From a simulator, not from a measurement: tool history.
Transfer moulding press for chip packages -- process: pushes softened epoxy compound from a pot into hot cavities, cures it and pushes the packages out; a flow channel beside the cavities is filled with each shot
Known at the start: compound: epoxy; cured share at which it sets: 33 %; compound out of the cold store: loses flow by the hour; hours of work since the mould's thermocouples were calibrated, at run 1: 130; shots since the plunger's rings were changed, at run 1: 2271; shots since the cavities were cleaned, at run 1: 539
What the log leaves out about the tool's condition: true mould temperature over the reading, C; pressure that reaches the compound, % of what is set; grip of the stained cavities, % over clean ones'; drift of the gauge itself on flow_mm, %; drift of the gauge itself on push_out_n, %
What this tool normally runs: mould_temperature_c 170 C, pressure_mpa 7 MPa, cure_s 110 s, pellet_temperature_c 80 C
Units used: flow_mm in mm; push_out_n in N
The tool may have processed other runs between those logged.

run,hour,mould_temperature_c,pressure_mpa,cure_s,pellet_temperature_c,hours of work since the mould's thermocouples were calibrated,shots since the plunger's rings were changed,shots since the cavities were cleaned,incoming compound's hours out of the cold store,flow_mm,push_out_n
1,0,170,7,110,80,130,2271,539,23.4,936,519
# hour 9.3: cavities cleaned with cleaning compound and waxed
2,11.3,170,7,110,80,137,2388,24,42.8,847,363
3,20.5,170,7,110,70,144,2500,136,41.4,847,393
4,30,170,7,110,70,151,2614,250,38.2,861,416
5,38.6,170,7,125,70,157,2717,353,44.4,848,412
6,55,168,7,125,70,170,2914,550,31.5,897,497
# hour 63.2: cavities cleaned with cleaning compound and waxed
7,73.7,170,7,110,80,182,3120,126,28,918,395
8,82.4,170,7,110,80,189,3225,231,16.9,969,438
9,94.4,174,7,110,80,197,3368,374,47.8,806,446
10,110.1,174,7,113,80,209,3557,563,35.9,848,481
# hour 117.4: cavities cleaned with cleaning compound and waxed
11,126.8,174,7,113,80,220,3740,114,37,857,376
12,142.4,170,7,110,80,232,3927,301,46.5,818,434
13,151.3,170,7,110,80,238,4033,407,13,995,495
# hour 171.9: cavities cleaned with cleaning compound and waxed
14,172.6,175,7,110,80,253,4271,9,43.3,816,348
15,183.1,162,7.06,110,74,261,4397,135,22.6,973,562
16,201.4,162,7.06,110,74,274,4617,355,47.3,852,602

Run 17 comes next. What will it give?
17,214.1,162,7.06,110,74,284,4770,508,24.7,?,?

flow_mm: 969 mm
push_out_n: 703 N
The same run, on a tool lacking any hidden state, would have yielded flow_mm 1000 mm, push_out_n 494 N.

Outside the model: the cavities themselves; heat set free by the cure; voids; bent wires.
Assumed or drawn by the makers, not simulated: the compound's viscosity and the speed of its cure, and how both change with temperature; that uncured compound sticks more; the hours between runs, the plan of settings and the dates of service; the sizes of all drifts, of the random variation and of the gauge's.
